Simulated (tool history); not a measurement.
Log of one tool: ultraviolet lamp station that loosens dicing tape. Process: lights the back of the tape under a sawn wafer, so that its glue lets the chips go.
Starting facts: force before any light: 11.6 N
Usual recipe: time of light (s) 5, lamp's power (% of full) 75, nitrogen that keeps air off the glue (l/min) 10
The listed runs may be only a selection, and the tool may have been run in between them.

run	hour	time of light (s)	lamp's power (% of full)	nitrogen that keeps air off the glue (l/min)	force that peels the tape off (N)	light that reached the tape (J/m2)
1	0	5	75	10	0.584	2560
2	41	5	75	10	0.583	2560
3	65.9	5	75	10	0.592	2550
4	106.4	5	75	10	0.594	2570
5	125.7	5	75	10	0.591	2550
6	160.7	5	74	10	0.618	2510
7	194.5	5	74	10	0.615	2490
8	227.6	5	99	10	0.322	3340
9	268.2	5	99	10	0.32	3320
10	309.6	5	99	10	0.335	3410
11	341.3	8	99	10	0.199	5360
12	369.2	5	80	12	0.453	2700
13	392.6	9	80	3	0.389	4820
14	419.7	4	63	5	2.241	1750
15	449.7	3	73	3	3.362	1470
16	483.3	3	73	3	3.435	1520
17	518	3	73	3	3.512	1460
18	547.7	3	80	3	3.131	1620
19	588.9	5	92	13	0.318	3130
20	628.5	3	92	3	2.632	1900
21	663.6	2	75	5	4.275	1000
22	685.2	2	75	5	4.319	1010

Removed from this log: 1 entry logged between the listed runs. Between which two listed runs does each belong, and how does the tool's hidden state at the listed run before it compare with that at the listed run after it?
In the gap between runs 15 and 16: window cleaned of glue's vapour (hour 481.3)
  light that the window lets through, % of a clean one's: 99.9 -> 100

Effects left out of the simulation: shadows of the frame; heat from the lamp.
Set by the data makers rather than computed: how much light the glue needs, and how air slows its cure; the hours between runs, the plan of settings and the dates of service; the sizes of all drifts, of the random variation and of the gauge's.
